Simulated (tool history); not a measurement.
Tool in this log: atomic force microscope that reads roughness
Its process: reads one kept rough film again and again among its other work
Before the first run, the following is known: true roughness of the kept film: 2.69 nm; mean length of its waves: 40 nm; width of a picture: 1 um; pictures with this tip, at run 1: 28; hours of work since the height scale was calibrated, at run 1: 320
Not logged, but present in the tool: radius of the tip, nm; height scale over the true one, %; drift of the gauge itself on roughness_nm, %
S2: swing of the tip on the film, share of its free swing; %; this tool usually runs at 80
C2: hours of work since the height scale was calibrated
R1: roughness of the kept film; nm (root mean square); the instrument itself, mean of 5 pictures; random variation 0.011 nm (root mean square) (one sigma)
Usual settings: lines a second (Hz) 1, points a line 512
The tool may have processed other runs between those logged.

run 1 day=0 | lines_a_second_(Hz)=1 S2=80 points_a_line=512 | pictures_with_this_tip=28 C2=320 | R1=2.426
run 2 day=0.612 | lines_a_second_(Hz)=1 S2=80 points_a_line=512 | pictures_with_this_tip=53 C2=328 | R1=2.333
-- day=0.979 new tip fitted
run 3 day=1.338 | lines_a_second_(Hz)=1 S2=80 points_a_line=512 | pictures_with_this_tip=14 C2=337 | R1=2.469
run 4 day=2.296 | lines_a_second_(Hz)=1 S2=80 points_a_line=512 | pictures_with_this_tip=53 C2=349 | R1=2.317
-- day=2.7 new tip fitted
run 5 day=3.029 | lines_a_second_(Hz)=1 S2=80 points_a_line=512 | pictures_with_this_tip=13 C2=358 | R1=2.494
run 6 day=3.979 | lines_a_second_(Hz)=1 S2=80 points_a_line=421 | pictures_with_this_tip=51 C2=370 | R1=2.326
-- day=4.354 new tip fitted
run 7 day=5.312 | lines_a_second_(Hz)=1 S2=80 points_a_line=287 | pictures_with_this_tip=38 C2=387 | R1=2.361
-- day=6.096 new tip fitted
run 8 day=6.1 | lines_a_second_(Hz)=2.45 S2=80 points_a_line=512 | pictures_with_this_tip=0 C2=397 | R1=2.452
run 9 day=7.425 | lines_a_second_(Hz)=2.45 S2=80 points_a_line=512 | pictures_with_this_tip=54 C2=414 | R1=2.232
-- day=7.817 new tip fitted
run 10 day=8.392 | lines_a_second_(Hz)=1 S2=80 points_a_line=512 | pictures_with_this_tip=23 C2=426 | R1=2.407
-- day=9.488 new tip fitted
run 11 day=9.529 | lines_a_second_(Hz)=1 S2=58 points_a_line=512 | pictures_with_this_tip=2 C2=441 | R1=2.558
run 12 day=10.454 | lines_a_second_(Hz)=1 S2=58 points_a_line=512 | pictures_with_this_tip=39 C2=452 | R1=2.449
-- day=11.212 new tip fitted
run 13 day=11.55 | lines_a_second_(Hz)=1 S2=58 points_a_line=512 | pictures_with_this_tip=13 C2=466 | R1=2.518
run 14 day=12.212 | lines_a_second_(Hz)=1 S2=80 points_a_line=512 | pictures_with_this_tip=40 C2=475 | R1=2.347
-- day=12.871 new tip fitted
run 15 day=13.479 | lines_a_second_(Hz)=3.51 S2=80 points_a_line=512 | pictures_with_this_tip=25 C2=491 | R1=2.277
-- day=14.525 new tip fitted
run 16 day=14.583 | lines_a_second_(Hz)=0.56 S2=80 points_a_line=512 | pictures_with_this_tip=2 C2=505 | R1=2.565
run 17 day=15.825 | lines_a_second_(Hz)=0.56 S2=80 points_a_line=512 | pictures_with_this_tip=52 C2=520 | R1=2.342
-- day=16.262 new tip fitted
run 18 day=16.55 | lines_a_second_(Hz)=1 S2=80 points_a_line=714 | pictures_with_this_tip=12 C2=530 | R1=2.506
run 19 day=17.846 | lines_a_second_(Hz)=1 S2=80 points_a_line=714 | pictures_with_this_tip=64 C2=546 | R1=2.275
-- day=17.954 new tip fitted
run 20 day=19.029 | lines_a_second_(Hz)=1 S2=80 points_a_line=714 | pictures_with_this_tip=44 C2=561 | R1=2.379
-- day=19.625 new tip fitted
run 21 day=20.496 | lines_a_second_(Hz)=1 S2=80 points_a_line=633 | pictures_with_this_tip=35 C2=580 | R1=2.389
run 22 day=21.242 | lines_a_second_(Hz)=1 S2=80 points_a_line=633 | pictures_with_this_tip=65 C2=589 | R1=2.246
-- day=21.388 new tip fitted
run 23 day=22.317 | lines_a_second_(Hz)=1 S2=80 points_a_line=633 | pictures_with_this_tip=38 C2=603 | R1=2.355
-- day=23.154 new tip fitted
run 24 day=23.592 | lines_a_second_(Hz)=1 S2=80 points_a_line=633 | pictures_with_this_tip=17 C2=619 | R1=2.5
-- day=24.888 new tip fitted
run 25 day=25 | lines_a_second_(Hz)=1 S2=80 points_a_line=633 | pictures_with_this_tip=4 C2=637 | R1=2.527
run 26 day=26.067 | lines_a_second_(Hz)=1 S2=60 points_a_line=512 | pictures_with_this_tip=47 C2=650 | R1=2.418
-- day=26.612 new tip fitted
run 27 day=27.521 | lines_a_second_(Hz)=1 S2=60 points_a_line=512 | pictures_with_this_tip=36 C2=669 | R1=2.449
-- day=27.667 height scale calibrated on a step standard
-- day=28.325 new tip fitted
run 28 day=28.771 | lines_a_second_(Hz)=1.54 S2=58 points_a_line=512 | pictures_with_this_tip=18 C2=14 | R1=2.512
run 29 day=29.521 | lines_a_second_(Hz)=1.54 S2=58 points_a_line=512 | pictures_with_this_tip=48 C2=24 | R1=2.372
-- day=30.05 new tip fitted
run 30 day=30.55 | lines_a_second_(Hz)=0.6 S2=84 points_a_line=316 | pictures_with_this_tip=20 C2=36 | R1=2.482
run 31 day=31.533 | lines_a_second_(Hz)=0.6 S2=84 points_a_line=316 | pictures_with_this_tip=60 C2=49 | R1=2.297
-- day=31.779 new tip fitted
run 32 day=32.675 | lines_a_second_(Hz)=0.6 S2=84 points_a_line=316 | pictures_with_this_tip=36 C2=63 | R1=2.418
-- day=33.525 new tip fitted
run 33 day=33.975 | lines_a_second_(Hz)=1.62 S2=58 points_a_line=410 | pictures_with_this_tip=19 C2=80 | R1=2.508
-- day=35.162 new tip fitted
run 34 day=35.362 | lines_a_second_(Hz)=1.62 S2=58 points_a_line=410 | pictures_with_this_tip=8 C2=97 | R1=2.561
-- day=35.85 height scale calibrated on a step standard, once more
run 35 day=36.167 | lines_a_second_(Hz)=0.59 S2=58 points_a_line=442 | pictures_with_this_tip=39 C2=4 | R1=2.413
-- day=36.958 new tip fitted
run 36 day=37.638 | lines_a_second_(Hz)=0.59 S2=58 points_a_line=442 | pictures_with_this_tip=27 C2=23 | R1=2.458
run 37 day=38.583 | lines_a_second_(Hz)=1.07 S2=72 points_a_line=512 | pictures_with_this_tip=65 C2=35 | R1=2.3
-- day=38.692 new tip fitted
run 38 day=39.9 | lines_a_second_(Hz)=1.21 S2=66 points_a_line=512 | pictures_with_this_tip=48 C2=51 | R1=2.343
-- day=40.388 new tip fitted
run 39 day=40.85 | lines_a_second_(Hz)=1.33 S2=66 points_a_line=637 | pictures_with_this_tip=19 C2=63 | R1=2.499
run 40 day=41.892 | lines_a_second_(Hz)=1.33 S2=77 points_a_line=391 | pictures_with_this_tip=61 C2=77 | R1=2.28
-- day=42.033 new tip fitted
run 41 day=43.312 | lines_a_second_(Hz)=1.1 S2=63 points_a_line=489 | pictures_with_this_tip=51 C2=95 | R1=2.345
-- day=43.704 new tip fitted
run 42 day=44.588 | lines_a_second_(Hz)=1.1 S2=63 points_a_line=489 | pictures_with_this_tip=36 C2=111 | R1=2.404
run 43 day=45.308 | lines_a_second_(Hz)=1.1 S2=63 points_a_line=489 | pictures_with_this_tip=65 C2=120 | R1=2.294
-- day=45.417 new tip fitted
run 44 day=46.129 | lines_a_second_(Hz)=2.68 S2=80 points_a_line=395 | pictures_with_this_tip=28 C2=130 | R1=2.311
run 45 day=46.875 | lines_a_second_(Hz)=0.61 S2=86 points_a_line=512 | pictures_with_this_tip=59 C2=140 | R1=2.333
-- day=47.167 new tip fitted
run 46 day=47.538 | lines_a_second_(Hz)=0.58 S2=80 points_a_line=345 | pictures_with_this_tip=15 C2=148 | R1=2.491
run 47 day=48.638 | lines_a_second_(Hz)=1 S2=80 points_a_line=833 | pictures_with_this_tip=60 C2=162 | R1=2.303
-- day=48.917 new tip fitted
run 48 day=49.425 | lines_a_second_(Hz)=1.48 S2=80 points_a_line=875 | pictures_with_this_tip=21 C2=172 | R1=2.431
-- day=50.625 new tip fitted
run 49 day=50.625 | lines_a_second_(Hz)=2.14 S2=80 points_a_line=875 | pictures_with_this_tip=0 C2=187 | R1=2.472

Measured result minus the same run's result without the hidden state. Both carry the same run-to-run variation, though not necessarily the same gauge scatter:
run=1 R1=-0.107
run=2 R1=-0.196
run=3 R1=-0.058
run=4 R1=-0.207
run=5 R1=-0.045
run=6 R1=-0.209
run=7 R1=-0.158
run=8 R1=+0.012
run=9 R1=-0.202
run=10 R1=-0.102
run=11 R1=+0
run=12 R1=-0.144
run=13 R1=-0.056
run=14 R1=-0.17
run=15 R1=-0.101
run=16 R1=+0.002
run=17 R1=-0.205
run=18 R1=-0.031
run=19 R1=-0.246
run=20 R1=-0.158
run=21 R1=-0.15
run=22 R1=-0.259
run=23 R1=-0.158
run=24 R1=-0.057
run=25 R1=+0.004
run=26 R1=-0.172
run=27 R1=-0.135
run=28 R1=-0.059
run=29 R1=-0.189
run=30 R1=-0.068
run=31 R1=-0.232
run=32 R1=-0.118
run=33 R1=-0.064
run=34 R1=-0.003
run=35 R1=-0.146
run=36 R1=-0.117
run=37 R1=-0.253
run=38 R1=-0.197
run=39 R1=-0.073
run=40 R1=-0.239
run=41 R1=-0.219
run=42 R1=-0.167
run=43 R1=-0.277
run=44 R1=-0.099
run=45 R1=-0.209
run=46 R1=-0.055
run=47 R1=-0.233
run=48 R1=-0.078
run=49 R1=+0.008

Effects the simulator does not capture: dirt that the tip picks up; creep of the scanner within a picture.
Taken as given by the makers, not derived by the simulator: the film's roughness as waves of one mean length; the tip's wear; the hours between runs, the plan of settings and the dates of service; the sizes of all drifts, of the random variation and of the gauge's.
